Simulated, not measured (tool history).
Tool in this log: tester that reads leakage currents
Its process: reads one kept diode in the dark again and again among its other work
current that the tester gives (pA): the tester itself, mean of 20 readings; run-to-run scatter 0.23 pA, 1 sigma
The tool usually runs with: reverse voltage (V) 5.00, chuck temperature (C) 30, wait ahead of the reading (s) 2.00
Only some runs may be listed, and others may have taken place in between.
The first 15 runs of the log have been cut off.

run    hour  reverse voltage (V)  chuck temperature (C)  wait ahead of the reading (s)  hours of work since the probe card was cleaned  hours of work since the tester was calibrated  hours of work since the chuck was calibrated  current that the tester gives (pA)
 16   412.8                 1.75                     30                           2.00                                            1862                                            678                                           470                               49.03
 17   433.9                 5.00                     30                           2.00                                            1876                                            692                                           485                               83.68
 18   464.3                 5.00                     30                           2.00                                            1897                                            713                                           505                               83.61
 19   495.6                 1.38                     30                           2.00                                            1918                                            735                                           527                               43.37
 20   531.9                 5.00                     41                           2.00                                            1943                                            759                                           552                              189.53
 21   567.8                 8.44                     41                           2.00                                            1968                                            784                                           576                              245.81
 22   602.6                 8.44                     41                           2.00                                            1992                                            808                                           600                              242.55
 23   628.1                 3.04                     25                           0.86                                            2009                                            825                                           617                               45.05
 24   660.3                 1.60                     40                           0.97                                            2031                                            847                                           639                              101.45
 25   686.5                13.41                     20                           1.36                                            2049                                            865                                           657                               77.73
 26   717.8                 4.81                     59                           1.36                                            2070                                            887                                           679                              676.99
      723.0  -- tester calibrated
 27   749.4                 9.02                     59                           1.36                                            2091                                             18                                           699                              906.78
 28   780.4                 9.02                     59                           1.36                                            2112                                             39                                           720                              906.60
 29   805.7                 9.02                     24                           1.36                                            2129                                             57                                           738                               78.02
 30   824.8                19.82                     30                           6.96                                            2142                                             70                                           751                              181.00
 31   857.9                19.82                     30                           6.96                                            2165                                             92                                           773                              180.20
      876.4  -- tester calibrated, once more
 32   888.1                19.82                     30                           6.96                                            2184                                              8                                           793                              179.29
 33   918.5                 4.24                     56                           2.56                                            2205                                             29                                           813                              510.69
 34   943.3                 4.24                     56                           2.56                                            2222                                             46                                           830                              512.89
 35   972.8                 2.81                     57                           4.51                                            2242                                             66                                           850                              454.71
 36  1004.1                 2.81                     57                           4.51                                            2263                                             87                                           872                              450.18
 37  1026.6                 2.69                     46                           4.51                                            2279                                            103                                           887                              201.14
 38  1048.2                 2.69                     32                           2.42                                            2294                                            117                                           902                               70.65
 39  1085.1                 2.69                     32                           2.42                                            2319                                            143                                           927                               70.27

Predict each of these 4 candidate next runs independently; none follows another, all start after run 39:
  A  1116.6                 2.11                     32                           2.42                                            2340                                            164                                           949                                   ?
  B  1116.6                 1.81                     30                           2.00                                            2340                                            164                                           949                                   ?
  C  1116.6                 2.69                     32                           0.45                                            2340                                            164                                           949                                   ?
  D  1116.6                 1.06                     37                           2.42                                            2340                                            164                                           949                                   ?

run  current that the tester gives (pA)
  A                               62.27
  B                               49.40
  C                               71.77
  D                               65.66
Stripped of hidden state, with their random variation kept, the same runs would have yielded:
run  current that the tester gives (pA)
  A                               60.09
  B                               47.37
  C                               68.55
  D                               66.08

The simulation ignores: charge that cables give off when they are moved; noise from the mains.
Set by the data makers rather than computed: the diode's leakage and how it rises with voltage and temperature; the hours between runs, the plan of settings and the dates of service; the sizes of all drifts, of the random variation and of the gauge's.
